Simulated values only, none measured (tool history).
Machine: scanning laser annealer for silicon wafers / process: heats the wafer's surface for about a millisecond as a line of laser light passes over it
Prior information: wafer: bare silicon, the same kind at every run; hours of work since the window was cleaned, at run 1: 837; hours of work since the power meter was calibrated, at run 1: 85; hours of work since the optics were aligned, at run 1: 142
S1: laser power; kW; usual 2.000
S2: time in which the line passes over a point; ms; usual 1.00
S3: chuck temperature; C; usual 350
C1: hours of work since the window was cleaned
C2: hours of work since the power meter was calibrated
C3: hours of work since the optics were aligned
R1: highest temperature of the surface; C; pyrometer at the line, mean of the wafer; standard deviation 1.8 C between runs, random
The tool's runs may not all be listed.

Run 1, day 0.000: usual settings; C1 837; C2 85; C3 142. Result: R1 1072 C.
Run 2, day 1.933: usual settings but S3 365 C; C1 866; C2 115; C3 172. Result: R1 1088 C.
Run 3, day 4.162: usual settings but S3 365 C; C1 900; C2 149; C3 206. Result: R1 1088 C.
Run 4, day 6.888: usual settings but S3 365 C; C1 942; C2 191; C3 248. Result: R1 1086 C.
At day 8.108: window over the wafer cleaned.
Run 5, day 8.629: usual settings but S3 365 C; C1 8; C2 216; C3 273. Result: R1 1086 C.
Run 6, day 10.683: usual settings but S1 1.884 kW, S3 365 C; C1 39; C2 248; C3 305. Result: R1 1045 C.
Run 7, day 12.467: usual settings but S2 1.16 ms; C1 67; C2 275; C3 332. Result: R1 1123 C.
Run 8, day 13.729: usual settings; C1 86; C2 294; C3 351. Result: R1 1076 C.
Run 9, day 15.825: usual settings; C1 118; C2 326; C3 383. Result: R1 1071 C.
Run 10, day 18.262: usual settings; C1 156; C2 364; C3 421. Result: R1 1069 C.
Run 11, day 19.921: usual settings; C1 181; C2 389; C3 446. Result: R1 1076 C.
Run 12, day 22.642: usual settings; C1 223; C2 431; C3 488. Result: R1 1072 C.
Run 13, day 25.317: usual settings; C1 264; C2 472; C3 529. Result: R1 1075 C.
Run 14, day 26.662: usual settings; C1 284; C2 492; C3 549. Result: R1 1073 C.
Run 15, day 28.338: usual settings but S3 384 C; C1 310; C2 518; C3 575. Result: R1 1105 C.
Run 16, day 30.775: usual settings but S3 384 C; C1 347; C2 555; C3 612. Result: R1 1106 C.
Run 17, day 33.421: usual settings but S3 348 C; C1 388; C2 596; C3 653. Result: R1 1069 C.
Run 18, day 35.829: usual settings but S3 348 C; C1 425; C2 633; C3 690. Result: R1 1073 C.
Run 19, day 38.054: usual settings but S2 1.19 ms, S3 348 C; C1 459; C2 667; C3 724. Result: R1 1128 C.
Run 20, day 40.679: usual settings but S2 1.19 ms, S3 348 C; C1 499; C2 707; C3 764. Result: R1 1127 C.
Run 21, day 43.417: usual settings but S1 1.920 kW; C1 541; C2 749; C3 806. Result: R1 1042 C.
Run 22, day 45.638: usual settings but S2 1.01 ms, S3 338 C; C1 575; C2 783; C3 840. Result: R1 1066 C.
Run 23, day 47.379: usual settings but S1 1.974 kW, S2 0.89 ms, S3 319 C; C1 602; C2 810; C3 867. Result: R1 994 C.

Expected results for the next run?
At day 48.117: optics aligned, line set to its width.
Run 24, day 49.446: usual settings but S1 1.991 kW, S2 0.87 ms, S3 319 C; C1 630; C2 838; C3 20. Result: R1 ?.

Logged for run 24: R1 994 C.
The same run, on a tool lacking any hidden state, would have yielded R1 994 C.
